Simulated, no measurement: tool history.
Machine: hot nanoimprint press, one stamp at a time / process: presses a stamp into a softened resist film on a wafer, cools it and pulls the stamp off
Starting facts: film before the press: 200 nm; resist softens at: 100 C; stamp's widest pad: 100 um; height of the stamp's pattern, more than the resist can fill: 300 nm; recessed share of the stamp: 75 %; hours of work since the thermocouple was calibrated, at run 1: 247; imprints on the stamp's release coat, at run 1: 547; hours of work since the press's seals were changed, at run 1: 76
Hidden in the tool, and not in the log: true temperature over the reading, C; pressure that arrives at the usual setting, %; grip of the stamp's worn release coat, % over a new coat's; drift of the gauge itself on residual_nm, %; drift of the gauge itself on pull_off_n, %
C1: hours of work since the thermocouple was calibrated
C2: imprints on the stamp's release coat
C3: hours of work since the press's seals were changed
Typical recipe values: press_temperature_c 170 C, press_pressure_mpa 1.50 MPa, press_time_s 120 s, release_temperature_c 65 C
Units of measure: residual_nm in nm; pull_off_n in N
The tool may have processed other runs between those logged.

{"run": 1, "hour": 0.0, "press_temperature_c": 170, "press_pressure_mpa": 1.5, "press_time_s": 120, "release_temperature_c": 65, "C1": 247, "C2": 547, "C3": 76, "residual_nm": 82.6, "pull_off_n": 214}
{"run": 2, "hour": 102.3, "press_temperature_c": 170, "press_pressure_mpa": 1.5, "press_time_s": 120, "release_temperature_c": 65, "C1": 290, "C2": 858, "C3": 119, "residual_nm": 84.2, "pull_off_n": 213}
{"run": 3, "hour": 178.0, "press_temperature_c": 170, "press_pressure_mpa": 1.5, "press_time_s": 120, "release_temperature_c": 65, "C1": 322, "C2": 1088, "C3": 151, "residual_nm": 82.8, "pull_off_n": 209}
{"run": 4, "hour": 232.4, "press_temperature_c": 170, "press_pressure_mpa": 1.5, "press_time_s": 120, "release_temperature_c": 65, "C1": 345, "C2": 1254, "C3": 174, "residual_nm": 84.5, "pull_off_n": 207}
{"run": 5, "hour": 290.4, "press_temperature_c": 170, "press_pressure_mpa": 1.5, "press_time_s": 120, "release_temperature_c": 65, "C1": 369, "C2": 1431, "C3": 198, "residual_nm": 82.6, "pull_off_n": 215}
{"run": 6, "hour": 340.3, "press_temperature_c": 170, "press_pressure_mpa": 1.5, "press_time_s": 120, "release_temperature_c": 65, "C1": 390, "C2": 1582, "C3": 219, "residual_nm": 83.0, "pull_off_n": 209}
{"run": 7, "hour": 385.6, "press_temperature_c": 170, "press_pressure_mpa": 1.85, "press_time_s": 120, "release_temperature_c": 65, "C1": 410, "C2": 1721, "C3": 238, "residual_nm": 76.1, "pull_off_n": 215}
{"hour": 413.9, "done": "stamp cleaned and given a new release coat"}
{"run": 8, "hour": 450.3, "press_temperature_c": 170, "press_pressure_mpa": 1.85, "press_time_s": 120, "release_temperature_c": 65, "C1": 434, "C2": 111, "C3": 263, "residual_nm": 76.8, "pull_off_n": 213}
{"run": 9, "hour": 545.0, "press_temperature_c": 170, "press_pressure_mpa": 1.85, "press_time_s": 120, "release_temperature_c": 65, "C1": 474, "C2": 399, "C3": 303, "residual_nm": 75.7, "pull_off_n": 208}
{"run": 10, "hour": 635.6, "press_temperature_c": 170, "press_pressure_mpa": 1.77, "press_time_s": 120, "release_temperature_c": 65, "C1": 512, "C2": 675, "C3": 341, "residual_nm": 77.6, "pull_off_n": 218}
{"hour": 702.7, "done": "plate thermocouple calibrated"}
{"run": 11, "hour": 705.7, "press_temperature_c": 170, "press_pressure_mpa": 1.77, "press_time_s": 120, "release_temperature_c": 65, "C1": 1, "C2": 880, "C3": 369, "residual_nm": 78.8, "pull_off_n": 208}
{"run": 12, "hour": 754.6, "press_temperature_c": 170, "press_pressure_mpa": 1.15, "press_time_s": 120, "release_temperature_c": 65, "C1": 22, "C2": 1028, "C3": 390, "residual_nm": 94.1, "pull_off_n": 214}
{"run": 13, "hour": 852.6, "press_temperature_c": 170, "press_pressure_mpa": 1.5, "press_time_s": 120, "release_temperature_c": 65, "C1": 63, "C2": 1327, "C3": 431, "residual_nm": 82.5, "pull_off_n": 213}
{"run": 14, "hour": 949.6, "press_temperature_c": 174, "press_pressure_mpa": 1.98, "press_time_s": 120, "release_temperature_c": 63, "C1": 104, "C2": 1622, "C3": 472, "residual_nm": 59.9, "pull_off_n": 226}
{"hour": 1010.4, "done": "stamp cleaned and given a new release coat"}
{"run": 15, "hour": 1051.8, "press_temperature_c": 175, "press_pressure_mpa": 1.04, "press_time_s": 211, "release_temperature_c": 65, "C1": 145, "C2": 126, "C3": 513, "residual_nm": 59.1, "pull_off_n": 213}
{"run": 16, "hour": 1099.3, "press_temperature_c": 175, "press_pressure_mpa": 1.04, "press_time_s": 211, "release_temperature_c": 65, "C1": 165, "C2": 270, "C3": 533, "residual_nm": 59.4, "pull_off_n": 208}
{"run": 17, "hour": 1171.3, "press_temperature_c": 175, "press_pressure_mpa": 1.04, "press_time_s": 211, "release_temperature_c": 65, "C1": 195, "C2": 490, "C3": 563, "residual_nm": 60.1, "pull_off_n": 204}
{"run": 18, "hour": 1231.8, "press_temperature_c": 161, "press_pressure_mpa": 1.8, "press_time_s": 113, "release_temperature_c": 65, "C1": 221, "C2": 674, "C3": 589, "residual_nm": 126.1, "pull_off_n": 209}
{"hour": 1257.5, "done": "press's hydraulic seals changed and the load cell set to zero"}
{"run": 19, "hour": 1342.3, "press_temperature_c": 166, "press_pressure_mpa": 1.92, "press_time_s": 88, "release_temperature_c": 61, "C1": 264, "C2": 986, "C3": 36, "residual_nm": 106.0, "pull_off_n": 220}
{"run": 20, "hour": 1436.5, "press_temperature_c": 166, "press_pressure_mpa": 1.92, "press_time_s": 88, "release_temperature_c": 61, "C1": 303, "C2": 1273, "C3": 75, "residual_nm": 105.0, "pull_off_n": 223}

Predict each of these 5 candidate next runs independently; none follows another, all start after run 20:
{"run": "A", "hour": 1482.2, "press_temperature_c": 173, "press_pressure_mpa": 2.38, "press_time_s": 120, "release_temperature_c": 51, "C1": 323, "C2": 1412, "C3": 95, "residual_nm": "?", "pull_off_n": "?"}
{"run": "B", "hour": 1482.2, "press_temperature_c": 173, "press_pressure_mpa": 1.44, "press_time_s": 88, "release_temperature_c": 60, "C1": 323, "C2": 1412, "C3": 95, "residual_nm": "?", "pull_off_n": "?"}
{"run": "C", "hour": 1482.2, "press_temperature_c": 181, "press_pressure_mpa": 1.5, "press_time_s": 208, "release_temperature_c": 65, "C1": 323, "C2": 1412, "C3": 95, "residual_nm": "?", "pull_off_n": "?"}
{"run": "D", "hour": 1482.2, "press_temperature_c": 170, "press_pressure_mpa": 2.11, "press_time_s": 120, "release_temperature_c": 65, "C1": 323, "C2": 1412, "C3": 95, "residual_nm": "?", "pull_off_n": "?"}
{"run": "E", "hour": 1482.2, "press_temperature_c": 171, "press_pressure_mpa": 1.92, "press_time_s": 190, "release_temperature_c": 73, "C1": 323, "C2": 1412, "C3": 95, "residual_nm": "?", "pull_off_n": "?"}

run=A residual_nm=56.7 pull_off_n=237
run=B residual_nm=81.4 pull_off_n=213
run=C residual_nm=36.1 pull_off_n=214
run=D residual_nm=71.5 pull_off_n=216
run=E residual_nm=59.1 pull_off_n=190
Take away the tool's hidden state, keep each run's random variation, and the runs would have read:
run=A residual_nm=57.0 pull_off_n=235
run=B residual_nm=81.7 pull_off_n=211
run=C residual_nm=36.3 pull_off_n=212
run=D residual_nm=71.8 pull_off_n=215
run=E residual_nm=59.3 pull_off_n=188
